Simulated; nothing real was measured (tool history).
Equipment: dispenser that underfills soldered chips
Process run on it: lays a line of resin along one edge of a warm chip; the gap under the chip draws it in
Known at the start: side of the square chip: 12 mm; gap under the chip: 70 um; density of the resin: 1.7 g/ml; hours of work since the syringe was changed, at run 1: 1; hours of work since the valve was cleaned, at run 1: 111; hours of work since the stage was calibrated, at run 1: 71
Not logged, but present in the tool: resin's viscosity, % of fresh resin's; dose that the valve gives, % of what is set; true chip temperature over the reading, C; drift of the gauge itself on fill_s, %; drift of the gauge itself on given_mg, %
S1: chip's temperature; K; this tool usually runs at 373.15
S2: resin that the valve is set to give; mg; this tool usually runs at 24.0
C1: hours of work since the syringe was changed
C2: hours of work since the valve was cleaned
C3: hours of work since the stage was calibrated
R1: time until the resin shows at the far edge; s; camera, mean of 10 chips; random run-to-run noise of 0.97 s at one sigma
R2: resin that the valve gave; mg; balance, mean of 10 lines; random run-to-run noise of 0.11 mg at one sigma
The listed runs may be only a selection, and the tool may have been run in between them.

run 1 hour=0.0 | S1=373.15 S2=24.0 | C1=1 C2=111 C3=71 | R1=101.7 R2=21.38
-- hour=5.3 dispensing valve cleaned and set on the balance
run 2 hour=5.3 | S1=373.15 S2=24.0 | C1=4 C2=0 C3=74 | R1=125.3 R2=23.80
run 3 hour=9.9 | S1=367.15 S2=24.0 | C1=7 C2=3 C3=77 | R1=206.2 R2=23.80
run 4 hour=14.7 | S1=372.15 S2=24.0 | C1=10 C2=6 C3=80 | R1=223.5 R2=23.65
-- hour=16.8 new syringe of resin
run 5 hour=18.2 | S1=372.15 S2=24.0 | C1=1 C2=9 C3=83 | R1=108.9 R2=23.72
run 6 hour=24.6 | S1=372.15 S2=24.0 | C1=5 C2=13 C3=87 | R1=158.5 R2=23.74
run 7 hour=27.3 | S1=373.15 S2=24.0 | C1=7 C2=15 C3=89 | R1=177.8 R2=23.57
run 8 hour=32.4 | S1=373.15 S2=24.0 | C1=11 C2=18 C3=92 | R1=238.8 R2=23.56
-- hour=33.8 new syringe of resin
run 9 hour=36.3 | S1=365.15 S2=30.8 | C1=2 C2=21 C3=95 | R1=143.0 R2=30.12
run 10 hour=41.8 | S1=365.15 S2=30.8 | C1=5 C2=24 C3=98 | R1=196.7 R2=29.88
run 11 hour=44.8 | S1=381.15 S2=27.0 | C1=7 C2=27 C3=101 | R1=126.9 R2=26.40
run 12 hour=49.5 | S1=382.15 S2=27.2 | C1=11 C2=30 C3=104 | R1=163.2 R2=26.44
-- hour=50.5 new syringe of resin
run 13 hour=56.2 | S1=382.15 S2=27.2 | C1=4 C2=34 C3=108 | R1=90.7 R2=26.21

Each row is a separate what-if for the run after 13, all from the same tool condition, not one after another. Results?
run A hour=60.2 | S1=361.15 S2=27.2 | C1=7 C2=37 C3=111 | R1=? R2=?
run B hour=60.2 | S1=372.15 S2=26.8 | C1=7 C2=37 C3=111 | R1=? R2=?
run C hour=60.2 | S1=382.15 S2=26.3 | C1=7 C2=37 C3=111 | R1=? R2=?
run D hour=60.2 | S1=366.15 S2=23.0 | C1=7 C2=37 C3=111 | R1=? R2=?

run=A R1=262.6 R2=26.10
run=B R1=172.4 R2=25.77
run=C R1=117.7 R2=25.13
run=D R1=218.4 R2=22.04
Take away the tool's hidden state, keep each run's random variation, and the runs would have read:
run=A R1=146.8 R2=27.16
run=B R1=96.8 R2=26.83
run=C R1=65.9 R2=26.16
run=D R1=121.6 R2=22.95
